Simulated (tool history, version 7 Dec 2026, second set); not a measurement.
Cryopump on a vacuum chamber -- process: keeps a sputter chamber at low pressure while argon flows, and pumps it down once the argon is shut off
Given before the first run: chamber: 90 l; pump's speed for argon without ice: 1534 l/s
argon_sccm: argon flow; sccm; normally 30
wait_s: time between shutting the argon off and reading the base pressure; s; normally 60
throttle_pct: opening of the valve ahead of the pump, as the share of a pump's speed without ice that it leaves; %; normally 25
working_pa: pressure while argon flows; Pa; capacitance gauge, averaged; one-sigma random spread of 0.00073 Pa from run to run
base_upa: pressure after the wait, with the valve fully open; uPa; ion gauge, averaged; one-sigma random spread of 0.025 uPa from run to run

Run 1, hour 0.0: usual settings. Result: working_pa 0.1384 Pa, base_upa 1.13 uPa.
At hour 28.8: pump warmed up, emptied and cooled again.
Run 2, hour 37.4: usual settings but wait_s 71 s. Result: working_pa 0.1316 Pa, base_upa 0.94 uPa.
Run 3, hour 85.9: usual settings but wait_s 71 s. Result: working_pa 0.1329 Pa, base_upa 1.06 uPa.
Run 4, hour 164.9: usual settings. Result: working_pa 0.1327 Pa, base_upa 1.26 uPa.
Run 5, hour 211.5: usual settings but throttle_pct 32 %. Result: working_pa 0.1059 Pa, base_upa 1.29 uPa.
Run 6, hour 275.1: usual settings but throttle_pct 32 %. Result: working_pa 0.1059 Pa, base_upa 1.44 uPa.
Run 7, hour 334.0: usual settings but throttle_pct 32 %. Result: working_pa 0.1086 Pa, base_upa 1.55 uPa.
Run 8, hour 371.8: usual settings but throttle_pct 32 %. Result: working_pa 0.1073 Pa, base_upa 1.60 uPa.
Run 9, hour 414.9: usual settings but throttle_pct 32 %. Result: working_pa 0.1081 Pa, base_upa 1.62 uPa.
Run 10, hour 468.8: usual settings but throttle_pct 32 %. Result: working_pa 0.1091 Pa, base_upa 1.70 uPa.
Run 11, hour 549.2: usual settings but argon_sccm 22 sccm, wait_s 29 s, throttle_pct 17 %. Result: working_pa 0.1479 Pa, base_upa 2.74 uPa.
At hour 566.5: pump warmed up, emptied and cooled again.
Run 12, hour 606.2: usual settings but argon_sccm 54 sccm, wait_s 33 s, throttle_pct 40 %. Result: working_pa 0.1521 Pa, base_upa 2.43 uPa.
Run 13, hour 672.5: usual settings but argon_sccm 29 sccm, wait_s 29 s, throttle_pct 42 %. Result: working_pa 0.0784 Pa, base_upa 2.69 uPa.
Run 14, hour 750.2: usual settings but argon_sccm 39 sccm, wait_s 164 s, throttle_pct 41 %. Result: working_pa 0.1076 Pa, base_upa 1.48 uPa.
Run 15, hour 787.3: usual settings but argon_sccm 27 sccm, wait_s 226 s, throttle_pct 31 %. Result: working_pa 0.0982 Pa, base_upa 1.44 uPa.

Some steps in working_pa, run to run, broken into two amounts with sign: the step expected even without the hidden condition (settings, incoming material, random variation), and the rest, left for the hidden condition together with whatever gauge scatter is not in both the measured and the hidden-condition-free result:
Hidden state present: pump's speed, % of a pump's without ice; cold plate's temperature, K; leak into the chamber, uPa l/s; drift of the gauge itself on working_pa, %; drift of the gauge itself on base_upa, %.
Run 1 -> 2: wait_s 60 -> 71, pump warmed up, emptied and cooled again. working_pa -0.0068 Pa: hidden state -0.0053, all else -0.0015.
Run 12 -> 13: argon_sccm 54 -> 29, wait_s 33 -> 29, throttle_pct 40 -> 42. working_pa -0.0737 Pa: hidden state -0.0002, all else -0.0735.
